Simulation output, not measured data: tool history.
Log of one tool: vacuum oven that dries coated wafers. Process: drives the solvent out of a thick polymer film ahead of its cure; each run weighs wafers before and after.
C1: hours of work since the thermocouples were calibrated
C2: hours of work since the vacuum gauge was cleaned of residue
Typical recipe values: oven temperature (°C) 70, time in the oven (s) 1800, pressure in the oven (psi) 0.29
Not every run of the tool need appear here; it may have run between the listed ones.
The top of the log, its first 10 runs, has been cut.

run 11 hour=222.6 | oven_temperature_(°C)=62 time_in_the_oven_(s)=1800 pressure_in_the_oven_(psi)=0.29 | C1=767 C2=892 | solvent_left_in_the_film_(%)=3.28
run 12 hour=241.7 | oven_temperature_(°C)=70 time_in_the_oven_(s)=1800 pressure_in_the_oven_(psi)=0.29 | C1=779 C2=904 | solvent_left_in_the_film_(%)=1.74
run 13 hour=270.9 | oven_temperature_(°C)=70 time_in_the_oven_(s)=1800 pressure_in_the_oven_(psi)=0.29 | C1=797 C2=923 | solvent_left_in_the_film_(%)=1.75
run 14 hour=299.2 | oven_temperature_(°C)=70 time_in_the_oven_(s)=1800 pressure_in_the_oven_(psi)=0.29 | C1=815 C2=940 | solvent_left_in_the_film_(%)=1.71
run 15 hour=320.1 | oven_temperature_(°C)=70 time_in_the_oven_(s)=1800 pressure_in_the_oven_(psi)=0.29 | C1=828 C2=954 | solvent_left_in_the_film_(%)=1.74
run 16 hour=347.7 | oven_temperature_(°C)=70 time_in_the_oven_(s)=1800 pressure_in_the_oven_(psi)=0.29 | C1=846 C2=971 | solvent_left_in_the_film_(%)=1.74
run 17 hour=370.2 | oven_temperature_(°C)=70 time_in_the_oven_(s)=1800 pressure_in_the_oven_(psi)=0.29 | C1=860 C2=985 | solvent_left_in_the_film_(%)=1.76
run 18 hour=386.4 | oven_temperature_(°C)=70 time_in_the_oven_(s)=1800 pressure_in_the_oven_(psi)=0.29 | C1=870 C2=996 | solvent_left_in_the_film_(%)=1.7
run 19 hour=416.2 | oven_temperature_(°C)=70 time_in_the_oven_(s)=1800 pressure_in_the_oven_(psi)=0.29 | C1=889 C2=1015 | solvent_left_in_the_film_(%)=1.75
-- hour=427.9 vacuum gauge cleaned of residue and calibrated
run 20 hour=434.7 | oven_temperature_(°C)=70 time_in_the_oven_(s)=1800 pressure_in_the_oven_(psi)=0.29 | C1=900 C2=4 | solvent_left_in_the_film_(%)=1.67
run 21 hour=461.2 | oven_temperature_(°C)=70 time_in_the_oven_(s)=1800 pressure_in_the_oven_(psi)=0.29 | C1=917 C2=21 | solvent_left_in_the_film_(%)=1.75
run 22 hour=481.7 | oven_temperature_(°C)=70 time_in_the_oven_(s)=1800 pressure_in_the_oven_(psi)=0.29 | C1=930 C2=34 | solvent_left_in_the_film_(%)=1.76
run 23 hour=504.5 | oven_temperature_(°C)=70 time_in_the_oven_(s)=1800 pressure_in_the_oven_(psi)=0.29 | C1=944 C2=48 | solvent_left_in_the_film_(%)=1.74
run 24 hour=529.1 | oven_temperature_(°C)=69 time_in_the_oven_(s)=1980 pressure_in_the_oven_(psi)=0.6 | C1=960 C2=64 | solvent_left_in_the_film_(%)=2.27
run 25 hour=556.7 | oven_temperature_(°C)=63 time_in_the_oven_(s)=1980 pressure_in_the_oven_(psi)=0.663 | C1=977 C2=81 | solvent_left_in_the_film_(%)=3.63
run 26 hour=577.7 | oven_temperature_(°C)=63 time_in_the_oven_(s)=2820 pressure_in_the_oven_(psi)=0.663 | C1=990 C2=95 | solvent_left_in_the_film_(%)=2.73

Expected results for the next run?
run 27 hour=598 | oven_temperature_(°C)=60 time_in_the_oven_(s)=3240 pressure_in_the_oven_(psi)=0.278 | C1=1003 C2=108 | solvent_left_in_the_film_(%)=?

solvent left in the film (%): 2.01
Minus the tool's unlogged condition, the same run would have read solvent left in the film (%) 2.
